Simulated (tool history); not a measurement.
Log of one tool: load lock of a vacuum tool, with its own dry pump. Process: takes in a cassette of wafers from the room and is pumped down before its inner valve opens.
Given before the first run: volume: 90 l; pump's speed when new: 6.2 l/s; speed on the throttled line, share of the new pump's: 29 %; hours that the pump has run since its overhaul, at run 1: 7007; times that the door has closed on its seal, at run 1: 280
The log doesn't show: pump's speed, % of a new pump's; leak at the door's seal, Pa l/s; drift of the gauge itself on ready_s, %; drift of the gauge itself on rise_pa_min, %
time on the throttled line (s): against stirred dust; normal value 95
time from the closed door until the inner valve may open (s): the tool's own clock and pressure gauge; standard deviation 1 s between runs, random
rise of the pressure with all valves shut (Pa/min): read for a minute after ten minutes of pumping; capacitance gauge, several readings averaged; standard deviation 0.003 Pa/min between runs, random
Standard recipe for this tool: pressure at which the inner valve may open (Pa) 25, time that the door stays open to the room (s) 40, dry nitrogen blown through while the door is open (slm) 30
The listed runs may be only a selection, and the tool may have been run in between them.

run	day	time on the throttled line (s)	pressure at which the inner valve may open (Pa)	time that the door stays open to the room (s)	dry nitrogen blown through while the door is open (slm)	hours that the pump has run since its overhaul	times that the door has closed on its seal	incoming humidity of the room's air, %	time from the closed door until the inner valve may open (s)	rise of the pressure with all valves shut (Pa/min)
1	0.000	95	25	40	30	7007	280	43.2	194.9	0.020
2	4.462	95	25	40	30	7114	507	47.7	193.4	0.020
3	9.183	95	25	40	30	7227	747	47.0	194.7	0.022
4	12.625	95	25	40	30	7310	922	45.5	193.5	0.017
5	16.521	95	25	40	30	7403	1120	46.3	196.4	0.025
6	20.246	95	25	40	30	7493	1309	42.8	195.5	0.018
7	25.200	187	25	40	30	7612	1561	48.6	260.1	0.025
8	28.767	95	25	40	30	7697	1742	44.4	193.9	0.023
9	31.533	95	25	40	30	7764	1883	41.4	196.3	0.020
10	35.317	95	25	40	30	7854	2075	44.7	195.7	0.021
11	40.933	95	25	40	30	7989	2361	48.5	195.9	0.022
12	45.446	126	25	40	30	8098	2590	41.2	215.9	0.024
13	48.692	95	23	40	30	8175	2755	42.7	197.1	0.025
14	51.329	95	25	40	30	8239	2889	46.5	196.0	0.030
15	54.496	95	25	40	30	8315	3050	45.6	194.3	0.027
16	57.508	95	25	40	30	8387	3203	46.3	196.4	0.028
17	61.029	128	25	40	30	8472	3382	42.4	218.3	0.032
18	66.658	128	25	40	30	8607	3668	46.5	218.3	0.036
19	71.046	128	42	40	30	8712	3891	43.7	211.4	0.030
20	77.088	95	19	40	8	8857	4198	42.8	198.7	0.034
21	79.617	95	20	40	40	8918	4327	45.4	199.6	0.035
22	85.708	138	28	40	39	9064	4636	41.4	223.7	0.028
23	91.162	76	26	40	30	9195	4914	44.9	180.8	0.039
24	95.625	95	25	187	30	9302	5140	46.3	197.7	0.053
25	98.471	155	40	194	18	9370	5285	44.4	228.9	0.056
26	101.238	155	40	194	18	9437	5426	45.5	230.7	0.053
27	106.579	155	40	194	18	9565	5697	47.0	230.7	0.060
28	112.221	155	40	194	18	9700	5984	43.0	230.2	0.060
29	118.204	131	29	194	9	9844	6288	45.9	218.1	0.073
30	123.029	64	19	40	12	9960	6533	44.9	177.9	0.055
31	127.062	95	35	87	10	10056	6738	46.5	192.3	0.064
32	131.754	95	35	55	35	10169	6977	43.9	191.8	0.043
33	136.667	95	35	55	35	10287	7226	46.2	190.2	0.047
34	141.679	136	25	40	30	10407	7481	44.3	224.4	0.046
35	145.362	95	25	62	41	10496	7668	44.7	198.2	0.046
36	148.912	87	22	37	13	10581	7849	45.7	194.6	0.059
37	153.921	87	22	37	13	10701	8103	43.3	195.2	0.055

Below are 3 alternative next runs, each starting from the tool's condition after run 37. Predict each:
A	159.196	82	25	40	4	10828	8371	44.7	?	?
B	159.196	95	49	199	30	10828	8371	44.1	?	?
C	159.196	87	22	27	13	10828	8371	43.5	?	?

run	time from the closed door until the inner valve may open (s)	rise of the pressure with all valves shut (Pa/min)
A	188.5	0.069
B	186.9	0.066
C	192.5	0.060
Stripped of hidden state, with their random variation kept, the same runs would have yielded:
run	time from the closed door until the inner valve may open (s)	rise of the pressure with all valves shut (Pa/min)
A	179.1	0.033
B	178.9	0.029
C	182.9	0.023
